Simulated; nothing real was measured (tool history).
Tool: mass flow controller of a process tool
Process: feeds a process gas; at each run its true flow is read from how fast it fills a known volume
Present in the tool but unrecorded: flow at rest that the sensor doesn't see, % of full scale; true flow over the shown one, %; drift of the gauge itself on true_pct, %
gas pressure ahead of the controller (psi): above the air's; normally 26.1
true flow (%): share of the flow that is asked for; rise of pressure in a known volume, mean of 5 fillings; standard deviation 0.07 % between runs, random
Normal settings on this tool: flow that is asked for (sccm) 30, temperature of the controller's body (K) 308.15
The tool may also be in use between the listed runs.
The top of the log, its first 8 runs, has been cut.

| run | hour | flow that is asked for (sccm) | gas pressure ahead of the controller (psi) | temperature of the controller's body (K) | hours of work since the controller was set to zero | hours of work since the controller was changed | true flow (%) |
|---|---|---|---|---|---|---|---|
| 9 | 3486.3 | 30 | 26.1 | 313.15 | 2496 | 7127 | 96.44 |
| 10 | 3754.6 | 30 | 26.1 | 304.15 | 2596 | 7227 | 97.07 |
| 11 | 4018.0 | 30 | 26.1 | 308.15 | 2694 | 7326 | 96.65 |
| 12 | 4410.7 | 30 | 26.1 | 308.15 | 2841 | 7473 | 96.59 |
| 13 | 4713.8 | 30 | 26.1 | 308.15 | 2955 | 7586 | 96.49 |
| 14 | 5146.0 | 30 | 21.6 | 308.15 | 3116 | 7748 | 96.26 |
| 15 | 5555.7 | 30 | 26.1 | 308.15 | 3270 | 7901 | 96.46 |
| 16 | 5816.4 | 30 | 26.1 | 308.15 | 3367 | 7999 | 96.46 |
| 17 | 6340.8 | 30 | 26.1 | 308.15 | 3563 | 8195 | 96.38 |
| 18 | 6776.3 | 30 | 26.1 | 308.15 | 3726 | 8358 | 96.29 |
| 19 | 7198.8 | 30 | 26.1 | 308.15 | 3884 | 8516 | 96.07 |
| 20 | 7551.9 | 30 | 26.1 | 308.15 | 4016 | 8648 | 95.93 |
| 21 | 7821.8 | 30 | 26.1 | 308.15 | 4117 | 8749 | 95.83 |
| 22 | 8066.6 | 30 | 26.1 | 308.15 | 4209 | 8840 | 95.88 |
| 23 | 8492.1 | 30 | 26.1 | 308.15 | 4368 | 8999 | 95.89 |
| 24 | 8940.6 | 30 | 26.1 | 308.15 | 4536 | 9167 | 95.60 |
|  | 9102.5 | controller's zero set anew |
| 25 | 9307.5 | 30 | 25.5 | 304.15 | 77 | 9304 | 95.88 |
| 26 | 9667.1 | 82 | 25.5 | 306.15 | 211 | 9439 | 96.79 |
| 27 | 10136.0 | 82 | 25.5 | 306.15 | 387 | 9614 | 96.88 |
| 28 | 10383.9 | 86 | 36.1 | 301.15 | 479 | 9707 | 97.35 |
| 29 | 10632.9 | 32 | 26.1 | 302.15 | 572 | 9800 | 95.83 |
| 30 | 10964.0 | 16 | 26.1 | 305.15 | 696 | 9924 | 95.05 |
| 31 | 11210.5 | 16 | 26.1 | 305.15 | 789 | 10016 | 94.98 |
| 32 | 11646.7 | 11 | 30.5 | 308.15 | 952 | 10179 | 94.64 |
| 33 | 12061.1 | 11 | 30.5 | 308.15 | 1107 | 10334 | 94.70 |

What does the tool deliver on the next run?
| 34 | 12539.4 | 12 | 30.5 | 308.15 | 1286 | 10513 | ? |

Run 34 yielded true flow (%) 94.57.
Without the tool's hidden state the same run would have given true flow (%) 97.21.

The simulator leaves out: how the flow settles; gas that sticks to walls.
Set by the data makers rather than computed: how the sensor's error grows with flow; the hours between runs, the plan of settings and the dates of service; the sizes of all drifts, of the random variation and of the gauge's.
